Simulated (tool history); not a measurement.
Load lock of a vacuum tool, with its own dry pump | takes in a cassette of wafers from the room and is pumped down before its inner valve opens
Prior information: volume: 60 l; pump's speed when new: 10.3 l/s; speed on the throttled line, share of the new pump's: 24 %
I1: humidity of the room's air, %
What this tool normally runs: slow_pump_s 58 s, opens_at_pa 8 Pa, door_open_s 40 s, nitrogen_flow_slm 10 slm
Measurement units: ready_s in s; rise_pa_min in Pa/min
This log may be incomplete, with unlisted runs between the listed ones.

Run 1, hour 0: usual settings; I1 47.6. Result: ready_s 99.7 s, rise_pa_min 0.027 Pa/min.
Run 2, hour 74.9: usual settings; I1 44.9. Result: ready_s 100.5 s, rise_pa_min 0.028 Pa/min.
Run 3, hour 146.7: usual settings but slow_pump_s 42 s; I1 43.5. Result: ready_s 87.4 s, rise_pa_min 0.03 Pa/min.
Run 4, hour 263.6: usual settings but slow_pump_s 42 s; I1 47. Result: ready_s 86.7 s, rise_pa_min 0.027 Pa/min.
Run 5, hour 331.2: usual settings but nitrogen_flow_slm 15 slm; I1 46.4. Result: ready_s 99.8 s, rise_pa_min 0.028 Pa/min.
Run 6, hour 403.6: usual settings but door_open_s 58 s, nitrogen_flow_slm 15 slm; I1 41.9. Result: ready_s 99.6 s, rise_pa_min 0.029 Pa/min.
Run 7, hour 518.4: usual settings but door_open_s 58 s, nitrogen_flow_slm 15 slm; I1 44.3. Result: ready_s 99.2 s, rise_pa_min 0.034 Pa/min.
Run 8, hour 605.1: usual settings but door_open_s 58 s, nitrogen_flow_slm 15 slm; I1 45.8. Result: ready_s 100 s, rise_pa_min 0.03 Pa/min.
Run 9, hour 730.5: usual settings but door_open_s 58 s, nitrogen_flow_slm 15 slm; I1 47. Result: ready_s 100.1 s, rise_pa_min 0.035 Pa/min.
Run 10, hour 829.5: usual settings but door_open_s 58 s, nitrogen_flow_slm 15 slm; I1 41.5. Result: ready_s 99.9 s, rise_pa_min 0.034 Pa/min.
Run 11, hour 947: usual settings but door_open_s 58 s, nitrogen_flow_slm 15 slm; I1 45.5. Result: ready_s 100.5 s, rise_pa_min 0.037 Pa/min.
Run 12, hour 1051.7: usual settings but door_open_s 58 s, nitrogen_flow_slm 15 slm; I1 48. Result: ready_s 99.9 s, rise_pa_min 0.033 Pa/min.
Run 13, hour 1139.3: usual settings but door_open_s 58 s, nitrogen_flow_slm 15 slm; I1 42.9. Result: ready_s 99.2 s, rise_pa_min 0.027 Pa/min.
Run 14, hour 1264.3: usual settings but door_open_s 58 s, nitrogen_flow_slm 5 slm; I1 44.1. Result: ready_s 100.3 s, rise_pa_min 0.047 Pa/min.
Run 15, hour 1396.7: usual settings but door_open_s 58 s, nitrogen_flow_slm 5 slm; I1 45.7. Result: ready_s 98.9 s, rise_pa_min 0.051 Pa/min.
Run 16, hour 1504.9: usual settings but door_open_s 58 s, nitrogen_flow_slm 5 slm; I1 47.1. Result: ready_s 99.4 s, rise_pa_min 0.055 Pa/min.
Run 17, hour 1595.2: usual settings but door_open_s 58 s, nitrogen_flow_slm 5 slm; I1 45.8. Result: ready_s 101.3 s, rise_pa_min 0.057 Pa/min.
Run 18, hour 1703: usual settings but opens_at_pa 14 Pa, door_open_s 58 s, nitrogen_flow_slm 5 slm; I1 45. Result: ready_s 96.8 s, rise_pa_min 0.05 Pa/min.
Run 19, hour 1827: usual settings but opens_at_pa 15 Pa; I1 41.1. Result: ready_s 95.7 s, rise_pa_min 0.031 Pa/min.
Run 20, hour 1959.7: usual settings but slow_pump_s 61 s, opens_at_pa 7 Pa, door_open_s 67 s; I1 45.8. Result: ready_s 103.2 s, rise_pa_min 0.04 Pa/min.
Run 21, hour 2041.8: usual settings but slow_pump_s 61 s, opens_at_pa 7 Pa, door_open_s 67 s; I1 45.5. Result: ready_s 104.1 s, rise_pa_min 0.047 Pa/min.
Run 22, hour 2137.4: usual settings but slow_pump_s 42 s, opens_at_pa 12 Pa, door_open_s 119 s; I1 47.5. Result: ready_s 85.4 s, rise_pa_min 0.067 Pa/min.
Run 23, hour 2223.2: usual settings but slow_pump_s 30 s, opens_at_pa 7 Pa; I1 47.3. Result: ready_s 79 s, rise_pa_min 0.034 Pa/min.
Run 24, hour 2342.9: usual settings but opens_at_pa 7 Pa; I1 44.7. Result: ready_s 100.5 s, rise_pa_min 0.033 Pa/min.
Run 25, hour 2429.7: usual settings but door_open_s 111 s, nitrogen_flow_slm 8 slm; I1 42.4. Result: ready_s 99.4 s, rise_pa_min 0.06 Pa/min.
Run 26, hour 2513.7: usual settings but opens_at_pa 9 Pa, door_open_s 26 s, nitrogen_flow_slm 6 slm; I1 44. Result: ready_s 99.4 s, rise_pa_min 0.026 Pa/min.
Run 27, hour 2619: usual settings but opens_at_pa 12 Pa, nitrogen_flow_slm 8 slm; I1 41.8. Result: ready_s 97.7 s, rise_pa_min 0.036 Pa/min.
Run 28, hour 2688.3: usual settings but opens_at_pa 12 Pa, nitrogen_flow_slm 8 slm; I1 45.9. Result: ready_s 97.5 s, rise_pa_min 0.034 Pa/min.
Run 29, hour 2816: usual settings but nitrogen_flow_slm 7 slm; I1 42.3. Result: ready_s 99.7 s, rise_pa_min 0.04 Pa/min.
Run 30, hour 2887.7: usual settings but slow_pump_s 49 s, door_open_s 164 s, nitrogen_flow_slm 15 slm; I1 44.6. Result: ready_s 93 s, rise_pa_min 0.075 Pa/min.
Run 31, hour 3025.2: usual settings but opens_at_pa 16 Pa, door_open_s 33 s, nitrogen_flow_slm 9 slm; I1 46.4. Result: ready_s 95 s, rise_pa_min 0.032 Pa/min.
At hour 3108: door's seal changed, seat wiped.
Run 32, hour 3156.7: usual settings but slow_pump_s 108 s, opens_at_pa 7 Pa, door_open_s 33 s, nitrogen_flow_slm 8 slm; I1 46.4. Result: ready_s 139.9 s, rise_pa_min 0.027 Pa/min.
Run 33, hour 3226.6: usual settings but slow_pump_s 108 s, opens_at_pa 7 Pa, door_open_s 33 s, nitrogen_flow_slm 8 slm; I1 44.9. Result: ready_s 139.2 s, rise_pa_min 0.022 Pa/min.
Run 34, hour 3302.7: usual settings but slow_pump_s 70 s, nitrogen_flow_slm 9 slm; I1 46.5. Result: ready_s 108.4 s, rise_pa_min 0.029 Pa/min.
Run 35, hour 3392.7: usual settings but slow_pump_s 70 s, nitrogen_flow_slm 6 slm; I1 47.3. Result: ready_s 109.2 s, rise_pa_min 0.034 Pa/min.
Run 36, hour 3494.8: usual settings but slow_pump_s 70 s, nitrogen_flow_slm 6 slm; I1 46.9. Result: ready_s 108.8 s, rise_pa_min 0.034 Pa/min.
Run 37, hour 3607.3: usual settings but slow_pump_s 107 s, opens_at_pa 13 Pa; I1 43.5. Result: ready_s 133.9 s, rise_pa_min 0.03 Pa/min.
Run 38, hour 3753: usual settings but slow_pump_s 74 s, opens_at_pa 13 Pa; I1 45.2. Result: ready_s 109.1 s, rise_pa_min 0.035 Pa/min.

Had the tool no unlogged condition, and each run kept its random variation, what would the results have been?
What the log doesn't record here: pump's speed, % of a new pump's; leak at the door's seal, Pa l/s; drift of the gauge itself on ready_s, %; drift of the gauge itself on rise_pa_min, %.
run  rise_pa_min
  1        0.026
  2        0.027
  3        0.029
  4        0.026
  5        0.027
  6        0.028
  7        0.033
  8        0.029
  9        0.033
 10        0.032
 11        0.035
 12        0.032
 13        0.026
 14        0.045
 15        0.049
 16        0.054
 17        0.055
 18        0.048
 19        0.029
 20        0.038
 21        0.045
 22        0.065
 23        0.032
 24         0.03
 25        0.058
 26        0.024
 27        0.034
 28        0.032
 29        0.037
 30        0.073
 31        0.029
 32        0.027
 33        0.022
 34        0.029
 35        0.034
 36        0.034
 37         0.03
 38        0.035
ready_s: within 0.1 s of the measured result in every run.

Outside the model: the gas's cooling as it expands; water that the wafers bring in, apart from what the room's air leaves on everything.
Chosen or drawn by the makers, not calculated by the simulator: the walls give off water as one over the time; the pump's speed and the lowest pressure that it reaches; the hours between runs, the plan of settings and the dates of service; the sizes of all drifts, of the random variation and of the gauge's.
